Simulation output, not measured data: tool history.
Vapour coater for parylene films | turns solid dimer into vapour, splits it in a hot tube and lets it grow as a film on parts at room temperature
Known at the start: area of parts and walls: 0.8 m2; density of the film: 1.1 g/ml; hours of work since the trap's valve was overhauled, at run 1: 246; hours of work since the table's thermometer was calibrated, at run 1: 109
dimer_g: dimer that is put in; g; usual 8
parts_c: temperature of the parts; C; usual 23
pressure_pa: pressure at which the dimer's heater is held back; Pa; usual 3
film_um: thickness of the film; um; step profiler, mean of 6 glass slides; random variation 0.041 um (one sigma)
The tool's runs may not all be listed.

run,day,dimer_g,parts_c,pressure_pa,hours of work since the trap's valve was overhauled,hours of work since the table's thermometer was calibrated,film_um
1,0,8,23,3,246,109,4.17
2,1.554,8,23,3,268,131,4.21
3,2.571,8,23,3,282,145,4.23
4,3.475,8,30,3,295,158,3.25
5,4.733,8,23,3,313,175,4.29
6,6.438,8,23,3,337,199,4.14
7,7.817,8,23,3,356,218,4.19
8,8.542,8,24,3,366,229,3.97
9,9.704,8,24,3,382,245,4.01
10,10.417,10,24,3,392,255,4.98
11,11.95,8,23,5.8,414,276,3.98
12,13.446,8,23,11.1,435,297,3.81
13,14.462,8,23,11.1,449,312,3.88
14,15.562,10,23,3,464,327,5.14
15,16.933,7,23,3,484,346,3.59
16,17.729,7,23,3,495,357,3.58
17,19.117,8,23,3,514,377,4
18,19.833,8,23,3,524,387,4.06
19,20.642,8,23,3,536,398,4.09
# day 21.283: trap's valve overhauled
20,22.121,8,23,3,12,417,4.46
21,22.933,8,23,3,23,428,4.25
22,24.062,9,23,3,39,444,4.89
23,25.433,8,23,3,58,463,4.31
24,26.462,8,23,8.03,73,477,4.09
25,28.088,3,20,6.41,95,500,1.78
26,29.488,3,20,6.41,115,520,1.73
27,31.075,4,17,4.9,137,542,2.62
28,32.833,8,33,4.51,162,567,2.81
29,34.129,8,33,4.51,180,585,2.81
30,35.717,8,33,4.51,202,607,2.85
31,36.633,7,34,2.2,215,620,2.47
32,37.508,5,17,8.47,227,632,3.15
33,38.633,5,17,8.47,243,648,3.09
34,39.95,7,16,3.52,262,666,4.74
35,41.571,8,20,2.19,284,689,4.77
36,43.312,5,17,8.97,309,713,3.2
37,44.758,5,17,8.97,329,734,3.1
38,46.025,4,30,3.01,347,752,1.58
39,47.6,4,24,3,369,774,1.99
40,48.521,8,22,2.02,382,786,4.29
41,49.846,9,30,8.48,400,805,3.32
42,50.679,9,30,8.48,412,817,3.33
43,52.033,9,30,8.48,431,836,3.36
44,52.883,13,32,4.52,443,848,4.61
45,54.333,7,16,4.52,463,868,4.54
46,55.65,7,16,4.52,482,886,4.54
47,57.017,7,16,4.52,501,906,4.58

Forecast each of these 4 alternatives for the next run:
A,58.308,8,23,8.31,519,924,?
B,58.308,10,23,3,519,924,?
C,58.308,8,31,3,519,924,?
D,58.308,8,23,9.79,519,924,?

run,film_um
A,3.79
B,5.05
C,2.89
D,3.85
Without the tool's hidden state the same runs would have given:
run,film_um
A,4.17
B,5.56
C,3.19
D,4.24

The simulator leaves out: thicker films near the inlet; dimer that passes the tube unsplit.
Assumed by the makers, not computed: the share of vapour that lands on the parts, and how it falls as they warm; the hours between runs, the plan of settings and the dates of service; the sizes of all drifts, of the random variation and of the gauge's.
